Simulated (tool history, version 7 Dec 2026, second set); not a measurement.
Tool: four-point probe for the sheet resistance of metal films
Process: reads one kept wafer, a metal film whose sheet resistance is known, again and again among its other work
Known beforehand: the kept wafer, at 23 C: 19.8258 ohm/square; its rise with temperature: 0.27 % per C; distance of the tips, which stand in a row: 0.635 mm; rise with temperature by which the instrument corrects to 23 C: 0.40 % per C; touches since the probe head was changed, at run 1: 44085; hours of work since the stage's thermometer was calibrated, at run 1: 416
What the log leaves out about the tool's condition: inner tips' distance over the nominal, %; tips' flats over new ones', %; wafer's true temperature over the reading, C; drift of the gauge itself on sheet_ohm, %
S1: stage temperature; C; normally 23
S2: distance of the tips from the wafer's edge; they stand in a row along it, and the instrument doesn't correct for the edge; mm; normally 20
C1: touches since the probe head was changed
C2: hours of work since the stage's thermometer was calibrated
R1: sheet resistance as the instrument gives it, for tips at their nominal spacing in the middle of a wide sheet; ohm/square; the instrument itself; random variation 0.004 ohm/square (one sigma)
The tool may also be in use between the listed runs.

{"run": 1, "hour": 0.0, "S1": 23, "S2": 20, "C1": 44085, "C2": 416, "R1": 19.999645}
{"run": 2, "hour": 77.9, "S1": 23, "S2": 20, "C1": 46120, "C2": 462, "R1": 19.994896}
{"run": 3, "hour": 190.3, "S1": 23, "S2": 33, "C1": 49061, "C2": 530, "R1": 19.997481}
{"run": 4, "hour": 294.4, "S1": 23, "S2": 39, "C1": 51782, "C2": 592, "R1": 20.005034}
{"run": 5, "hour": 369.9, "S1": 23, "S2": 39, "C1": 53755, "C2": 637, "R1": 20.003201}
{"run": 6, "hour": 457.1, "S1": 21, "S2": 39, "C1": 56036, "C2": 689, "R1": 20.059396}
{"run": 7, "hour": 531.7, "S1": 21, "S2": 39, "C1": 57986, "C2": 734, "R1": 20.068346}
{"run": 8, "hour": 604.8, "S1": 21, "S2": 39, "C1": 59898, "C2": 778, "R1": 20.076013}
{"run": 9, "hour": 704.2, "S1": 23, "S2": 39, "C1": 62497, "C2": 837, "R1": 20.018126}
{"run": 10, "hour": 789.9, "S1": 23, "S2": 39, "C1": 64736, "C2": 889, "R1": 20.02894}
{"run": 11, "hour": 899.1, "S1": 19, "S2": 20, "C1": 67592, "C2": 954, "R1": 20.151276}
{"run": 12, "hour": 966.4, "S1": 23, "S2": 37, "C1": 69350, "C2": 994, "R1": 20.040124}
{"run": 13, "hour": 1031.6, "S1": 23, "S2": 20, "C1": 71056, "C2": 1034, "R1": 20.045496}
{"run": 14, "hour": 1118.8, "S1": 23, "S2": 20, "C1": 73335, "C2": 1086, "R1": 20.051493}
{"run": 15, "hour": 1185.6, "S1": 23, "S2": 15, "C1": 75081, "C2": 1126, "R1": 20.061206}
{"run": 16, "hour": 1277.3, "S1": 23, "S2": 15, "C1": 77481, "C2": 1181, "R1": 20.061402}
{"run": 17, "hour": 1376.7, "S1": 33, "S2": 20, "C1": 80079, "C2": 1240, "R1": 19.808149}
{"run": 18, "hour": 1430.8, "S1": 23, "S2": 20, "C1": 81493, "C2": 1273, "R1": 20.066828}
{"run": 19, "hour": 1518.9, "S1": 23, "S2": 10, "C1": 83797, "C2": 1325, "R1": 20.092502}
{"run": 20, "hour": 1595.6, "S1": 23, "S2": 23, "C1": 85803, "C2": 1371, "R1": 20.076215}
{"run": 21, "hour": 1690.4, "S1": 23, "S2": 23, "C1": 88280, "C2": 1428, "R1": 20.082043}
{"run": 22, "hour": 1812.2, "S1": 23, "S2": 23, "C1": 91464, "C2": 1501, "R1": 20.085044}
{"hour": 1921.5, "done": "stage's thermometer calibrated"}
{"run": 23, "hour": 1937.5, "S1": 23, "S2": 20, "C1": 94727, "C2": 10, "R1": 20.083531}
{"run": 24, "hour": 2032.1, "S1": 23, "S2": 20, "C1": 97200, "C2": 66, "R1": 20.08328}
{"run": 25, "hour": 2101.1, "S1": 23, "S2": 20, "C1": 99005, "C2": 108, "R1": 20.09344}
{"run": 26, "hour": 2209.6, "S1": 35, "S2": 45, "C1": 101842, "C2": 173, "R1": 19.780107}
{"run": 27, "hour": 2275.3, "S1": 22, "S2": 16, "C1": 103558, "C2": 212, "R1": 20.130673}
{"run": 28, "hour": 2340.7, "S1": 29, "S2": 51, "C1": 105270, "C2": 251, "R1": 19.933779}
{"run": 29, "hour": 2392.9, "S1": 26, "S2": 7, "C1": 106633, "C2": 282, "R1": 20.10482}
{"run": 30, "hour": 2501.0, "S1": 31, "S2": 4, "C1": 109460, "C2": 347, "R1": 20.159037}
{"run": 31, "hour": 2562.1, "S1": 31, "S2": 4, "C1": 111057, "C2": 384, "R1": 20.166346}
{"run": 32, "hour": 2612.5, "S1": 31, "S2": 4, "C1": 112374, "C2": 414, "R1": 20.15727}
{"hour": 2629.5, "done": "new probe head fitted"}
{"run": 33, "hour": 2670.8, "S1": 33, "S2": 20, "C1": 1079, "C2": 448, "R1": 19.529644}
{"run": 34, "hour": 2782.6, "S1": 24, "S2": 4, "C1": 4003, "C2": 515, "R1": 20.016181}
{"run": 35, "hour": 2881.5, "S1": 28, "S2": 20, "C1": 6587, "C2": 574, "R1": 19.665316}
{"run": 36, "hour": 2997.3, "S1": 18, "S2": 26, "C1": 9614, "C2": 644, "R1": 19.922978}
{"run": 37, "hour": 3091.1, "S1": 19, "S2": 26, "C1": 12068, "C2": 700, "R1": 19.905314}
{"run": 38, "hour": 3178.8, "S1": 24, "S2": 18, "C1": 14359, "C2": 752, "R1": 19.784935}
{"run": 39, "hour": 3279.6, "S1": 30, "S2": 75, "C1": 16997, "C2": 813, "R1": 19.622278}
{"run": 40, "hour": 3366.7, "S1": 30, "S2": 67, "C1": 19273, "C2": 865, "R1": 19.623241}
{"run": 41, "hour": 3455.7, "S1": 30, "S2": 4, "C1": 21600, "C2": 918, "R1": 19.892472}
{"run": 42, "hour": 3572.0, "S1": 31, "S2": 6, "C1": 24642, "C2": 988, "R1": 19.729147}
{"run": 43, "hour": 3642.6, "S1": 30, "S2": 44, "C1": 26486, "C2": 1030, "R1": 19.640769}
{"run": 44, "hour": 3698.7, "S1": 22, "S2": 5, "C1": 27954, "C2": 1064, "R1": 20.018981}
{"run": 45, "hour": 3808.2, "S1": 24, "S2": 35, "C1": 30816, "C2": 1129, "R1": 19.802197}

Branching from run 45: 4 alternative next runs. What would each branch give?
{"run": "A", "hour": 3900.3, "S1": 21, "S2": 54, "C1": 33223, "C2": 1185, "R1": "?"}
{"run": "B", "hour": 3900.3, "S1": 19, "S2": 42, "C1": 33223, "C2": 1185, "R1": "?"}
{"run": "C", "hour": 3900.3, "S1": 24, "S2": 32, "C1": 33223, "C2": 1185, "R1": "?"}
{"run": "D", "hour": 3900.3, "S1": 26, "S2": 4, "C1": 33223, "C2": 1185, "R1": "?"}

run=A R1=19.883883
run=B R1=19.937799
run=C R1=19.802900
run=D R1=20.015760
Without the tool's hidden state the same runs would have given:
run=A R1=19.880187
run=B R1=19.934044
run=C R1=19.799290
run=D R1=20.012153

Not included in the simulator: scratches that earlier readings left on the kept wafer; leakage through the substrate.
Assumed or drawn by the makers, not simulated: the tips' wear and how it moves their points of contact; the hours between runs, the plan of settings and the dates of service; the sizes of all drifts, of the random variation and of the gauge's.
